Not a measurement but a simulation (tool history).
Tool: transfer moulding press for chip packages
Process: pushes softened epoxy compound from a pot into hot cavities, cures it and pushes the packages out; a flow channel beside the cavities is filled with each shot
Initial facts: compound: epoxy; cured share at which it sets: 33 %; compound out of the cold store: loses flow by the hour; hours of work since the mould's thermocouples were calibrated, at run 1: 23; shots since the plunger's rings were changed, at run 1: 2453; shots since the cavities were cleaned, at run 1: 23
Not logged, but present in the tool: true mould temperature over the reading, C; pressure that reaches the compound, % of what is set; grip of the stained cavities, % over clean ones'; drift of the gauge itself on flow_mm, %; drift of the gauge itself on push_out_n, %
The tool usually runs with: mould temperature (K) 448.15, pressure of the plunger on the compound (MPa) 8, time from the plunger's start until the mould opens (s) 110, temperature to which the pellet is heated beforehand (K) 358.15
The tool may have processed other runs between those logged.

run	hour	mould temperature (K)	pressure of the plunger on the compound (MPa)	time from the plunger's start until the mould opens (s)	temperature to which the pellet is heated beforehand (K)	hours of work since the mould's thermocouples were calibrated	shots since the plunger's rings were changed	shots since the cavities were cleaned	incoming compound's hours out of the cold store	length that the compound runs in the flow channel (mm)	greatest force on the pins that push the packages out (N)
1	0	448.15	8	110	358.15	23	2453	23	25.1	678	276
2	15.9	448.15	8	110	358.15	32	2600	170	35.8	659	349
3	26.2	442.15	8	110	358.15	38	2695	265	23.4	724	570
4	36.9	448.15	8.43	110	358.15	44	2794	364	10.1	745	442
# hour 47.9: cavities cleaned with cleaning compound and waxed
5	58.5	448.15	8.43	110	358.15	56	2980	99	33.9	655	514
6	83.2	448.15	6.53	110	358.15	71	3207	326	29.6	593	560
# hour 97.4: cavities cleaned with cleaning compound and waxed
7	97.4	451.15	6.53	110	358.15	78	3325	0	16.9	623	251
8	111.3	451.15	6.53	110	365.15	86	3453	128	32	581	312
# hour 134.6: cavities cleaned with cleaning compound and waxed, once more
9	137.4	451.15	6.53	110	365.15	101	3681	26	21	615	260
10	160.5	448.15	8	110	359.15	114	3894	239	13.1	702	389
# hour 184.5: cavities cleaned with cleaning compound and waxed
11	186.7	448.15	6.99	110	359.15	129	4123	21	30.1	623	281
12	202.3	445.15	8	110	358.15	138	4267	165	29	660	419
13	227.6	446.15	8	110	358.15	153	4501	399	15.6	702	487
# hour 234.9: cavities cleaned with cleaning compound and waxed
14	251.6	446.15	8	110	358.15	166	4708	154	14.9	693	372
15	262.1	448.15	6.84	110	358.15	172	4806	252	40	568	382
16	275.2	454.15	9.34	110	358.15	180	4926	372	31.9	674	382
# hour 284.7: cavities cleaned with cleaning compound and waxed
17	295	454.15	9.34	110	358.15	191	5095	95	15	709	283
18	318	448.15	8	110	362.15	204	5308	308	42.6	604	398
# hour 334.1: cavities cleaned with cleaning compound and waxed
19	337.2	450.15	9.85	100	362.15	215	5472	29	42.6	665	279
20	356.7	443.15	6.44	110	360.15	226	5652	209	41.1	562	458

Run 21 comes next. What will it give?
# hour 378.5: plunger's sealing rings changed
21	382.6	443.15	6.44	110	360.15	240	37	425	37.9	?	?

Run 21 yielded length that the compound runs in the flow channel (mm) 612, greatest force on the pins that push the packages out (N) 534.
The same run, on a tool lacking any hidden state, would have yielded length that the compound runs in the flow channel (mm) 617, greatest force on the pins that push the packages out (N) 322.
